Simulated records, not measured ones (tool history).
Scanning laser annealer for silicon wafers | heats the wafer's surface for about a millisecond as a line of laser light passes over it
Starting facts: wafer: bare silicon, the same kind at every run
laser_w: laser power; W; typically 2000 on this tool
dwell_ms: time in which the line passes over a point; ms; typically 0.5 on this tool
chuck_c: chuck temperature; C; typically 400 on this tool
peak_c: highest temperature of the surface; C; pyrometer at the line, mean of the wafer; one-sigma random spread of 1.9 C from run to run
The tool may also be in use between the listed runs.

run	hour	laser_w	dwell_ms	chuck_c	peak_c
1	0	2000	0.5	400	1135
2	20	2000	0.5	400	1138
3	39.1	2000	0.5	400	1136
4	53.1	2000	0.5	373	1110
5	66.4	2000	0.5	373	1111
6	88	2000	0.5	373	1109
7	100.3	2000	0.5	373	1110
8	119.3	2000	0.5	373	1107
9	141.9	2135	0.529	373	1184
10	165.6	2135	0.529	427	1235
11	178.5	2111	0.5	390	1163
12	191.1	2143	0.508	394	1188
13	201.4	1970	0.476	426	1131

Run 14 has not been measured yet. What should we expect?
14	224.9	2080	0.523	400	?

peak_c: 1184 C
On a tool with no hidden condition, and with the same random variation, this run would have come out at peak_c 1200 C.
